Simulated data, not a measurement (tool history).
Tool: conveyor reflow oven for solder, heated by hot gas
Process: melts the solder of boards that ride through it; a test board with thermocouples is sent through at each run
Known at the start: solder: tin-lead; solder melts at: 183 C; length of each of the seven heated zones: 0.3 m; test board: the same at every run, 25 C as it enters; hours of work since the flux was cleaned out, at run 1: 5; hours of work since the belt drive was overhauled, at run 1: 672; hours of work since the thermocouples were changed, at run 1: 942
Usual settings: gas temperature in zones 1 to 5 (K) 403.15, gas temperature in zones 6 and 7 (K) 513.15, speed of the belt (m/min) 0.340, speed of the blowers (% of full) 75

run     day  gas temperature in zones 1 to 5 (K)  gas temperature in zones 6 and 7 (K)  speed of the belt (m/min)  speed of the blowers (% of full)  hours of work since the flux was cleaned out  hours of work since the belt drive was overhauled  hours of work since the thermocouples were changed  highest temperature of the board (K)  time above the solder's melting point (s)
  1   0.000                               403.15                                513.15                      0.340                                75                                             5                                                672                                                 942                                496.95                                       82.6
  2   1.654                               403.15                                513.15                      0.340                                75                                            26                                                693                                                 963                                496.65                                       82.8
  3   2.767                               416.15                                513.15                      0.340                                75                                            40                                                707                                                 977                                498.55                                       90.9
  4   3.738                               416.15                                513.15                      0.340                                75                                            52                                                719                                                 990                                498.35                                       89.4
  5   4.625                               403.15                                513.15                      0.320                                75                                            64                                                731                                                1001                                498.35                                       90.0
  6   5.412                               403.15                                513.15                      0.340                                75                                            74                                                741                                                1011                                496.45                                       82.1
  7   7.046                               403.15                                513.15                      0.340                                75                                            94                                                761                                                1032                                496.05                                       81.8
  8   8.717                               403.15                                513.15                      0.340                                75                                           116                                                782                                                1053                                495.75                                       81.5
  9   9.950                               403.15                                513.15                      0.340                                75                                           131                                                798                                                1068                                495.65                                       81.1
 10  10.679                               391.15                                513.15                      0.340                                84                                           140                                                807                                                1078                                496.25                                       78.0
 11  11.833                               391.15                                513.15                      0.340                                84                                           155                                                822                                                1092                                496.05                                       77.6

The next listed run, before its measurement:
 12  13.292                               412.15                                513.15                      0.376                                75                                           173                                                840                                                1111                                     ?                                          ?

{"run 12": {"highest temperature of the board (K)": 493.35, "time above the solder's melting point (s)": 74.3}}
Without the tool's hidden state the same run would have given highest temperature of the board (K) 493.15, time above the solder's melting point (s) 73.6.
